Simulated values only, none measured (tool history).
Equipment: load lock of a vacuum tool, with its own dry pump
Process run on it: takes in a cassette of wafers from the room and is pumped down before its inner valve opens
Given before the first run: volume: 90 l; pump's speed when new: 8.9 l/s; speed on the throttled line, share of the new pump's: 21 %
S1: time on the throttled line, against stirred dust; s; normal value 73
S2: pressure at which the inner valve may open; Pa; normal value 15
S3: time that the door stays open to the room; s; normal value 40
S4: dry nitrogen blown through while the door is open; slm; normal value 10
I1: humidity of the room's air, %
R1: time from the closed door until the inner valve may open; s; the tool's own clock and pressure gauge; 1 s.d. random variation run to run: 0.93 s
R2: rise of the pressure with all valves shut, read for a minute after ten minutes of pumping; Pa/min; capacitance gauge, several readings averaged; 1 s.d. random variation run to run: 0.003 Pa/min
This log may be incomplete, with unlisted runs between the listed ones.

| run | hour | S1 | S2 | S3 | S4 | I1 | R1 | R2 |
|---|---|---|---|---|---|---|---|---|
| 1 | 0 | 73 | 15 | 40 | 10 | 47.5 | 154 | 0.04 |
| 2 | 64.1 | 73 | 15 | 40 | 10 | 44.1 | 155.8 | 0.038 |
| 3 | 114.7 | 73 | 15 | 176 | 10 | 44.2 | 156.3 | 0.081 |
| 4 | 209.5 | 73 | 15 | 176 | 10 | 44.6 | 157.4 | 0.078 |
| 5 | 279.8 | 73 | 15 | 40 | 10 | 46.8 | 155.4 | 0.037 |
| 6 | 319.1 | 73 | 15 | 40 | 10 | 48 | 156.8 | 0.038 |
| 7 | 370.2 | 73 | 15 | 40 | 10 | 43.3 | 156.9 | 0.03 |
| 8 | 445.6 | 73 | 15 | 40 | 10 | 45.5 | 157.2 | 0.041 |
| 9 | 535.2 | 73 | 15 | 40 | 10 | 45.8 | 156.5 | 0.03 |
| 10 | 574.9 | 73 | 15 | 65 | 10 | 47.4 | 156.6 | 0.05 |
| 11 | 614.5 | 73 | 15 | 40 | 26 | 43.4 | 157.1 | 0.033 |
| 12 | 685.2 | 73 | 15 | 40 | 26 | 45.2 | 157.5 | 0.033 |
| 13 | 732.2 | 73 | 15 | 40 | 26 | 48.6 | 156.9 | 0.031 |
| 14 | 810.3 | 73 | 15 | 27 | 10 | 45.9 | 155.7 | 0.037 |
| 15 | 897.8 | 73 | 15 | 27 | 10 | 47 | 155.4 | 0.035 |
| 16 | 972.3 | 73 | 15 | 27 | 10 | 41.5 | 157 | 0.034 |
| 17 | 1026.9 | 73 | 15 | 26 | 10 | 45.3 | 158.7 | 0.035 |
| 18 | 1070.8 | 73 | 15 | 26 | 10 | 43.3 | 157.6 | 0.033 |
| 19 | 1167.7 | 73 | 15 | 26 | 10 | 42.5 | 156.3 | 0.035 |
| 20 | 1254.3 | 46 | 15 | 26 | 28 | 47.1 | 137.8 | 0.034 |
| 21 | 1310.9 | 46 | 15 | 26 | 28 | 44.5 | 136.4 | 0.027 |
| 22 | 1385.1 | 123 | 15 | 25 | 10 | 43.2 | 195.3 | 0.039 |
| 23 | 1479.9 | 58 | 21 | 39 | 14 | 46.5 | 142.1 | 0.044 |
| 24 | 1536.2 | 58 | 23 | 39 | 26 | 43 | 139.4 | 0.035 |
| 25 | 1577 | 73 | 21 | 40 | 10 | 43.9 | 154.7 | 0.041 |
| 26 | 1641.9 | 73 | 28 | 203 | 10 | 43.9 | 150.1 | 0.089 |
| 27 | 1723.4 | 91 | 15 | 40 | 34 | 45.2 | 171.1 | 0.036 |
| 28 | 1804.3 | 106 | 20 | 121 | 18 | 41.1 | 178 | 0.053 |
| 29 | 1870.7 | 73 | 15 | 41 | 10 | 43.2 | 157.8 | 0.046 |
| 30 | 1913.3 | 73 | 15 | 41 | 10 | 45.1 | 158 | 0.047 |
| 31 | 1994 | 111 | 15 | 26 | 26 | 44.4 | 188.3 | 0.036 |
| 32 | 2039.5 | 111 | 15 | 165 | 27 | 47.8 | 186.7 | 0.069 |
| 33 | 2125.4 | 71 | 30 | 141 | 11 | 46 | 148.5 | 0.08 |
| 34 | 2220.5 | 82 | 14 | 116 | 7 | 46.1 | 165.4 | 0.079 |
| 35 | 2298.5 | 82 | 14 | 116 | 7 | 44.6 | 165.9 | 0.079 |
| 36 | 2387.3 | 82 | 13 | 133 | 7 | 44.1 | 166.4 | 0.082 |
| 37 | 2428 | 73 | 15 | 206 | 45 | 45.4 | 157 | 0.063 |
| 38 | 2471.7 | 92 | 24 | 206 | 45 | 45.7 | 167 | 0.069 |

Predict each of these 3 candidate next runs independently; none follows another, all start after run 38:
| A | 2566.7 | 92 | 19 | 39 | 9 | 44.5 | ? | ? |
| B | 2566.7 | 110 | 12 | 79 | 10 | 43.1 | ? | ? |
| C | 2566.7 | 43 | 15 | 238 | 10 | 48.6 | ? | ? |

| run | R1 | R2 |
|---|---|---|
| A | 172.2 | 0.05 |
| B | 189.7 | 0.059 |
| C | 135.5 | 0.116 |
Stripped of hidden state, with their random variation kept, the same runs would have yielded:
| run | R1 | R2 |
|---|---|---|
| A | 161.2 | 0.025 |
| B | 178.6 | 0.033 |
| C | 122.8 | 0.091 |
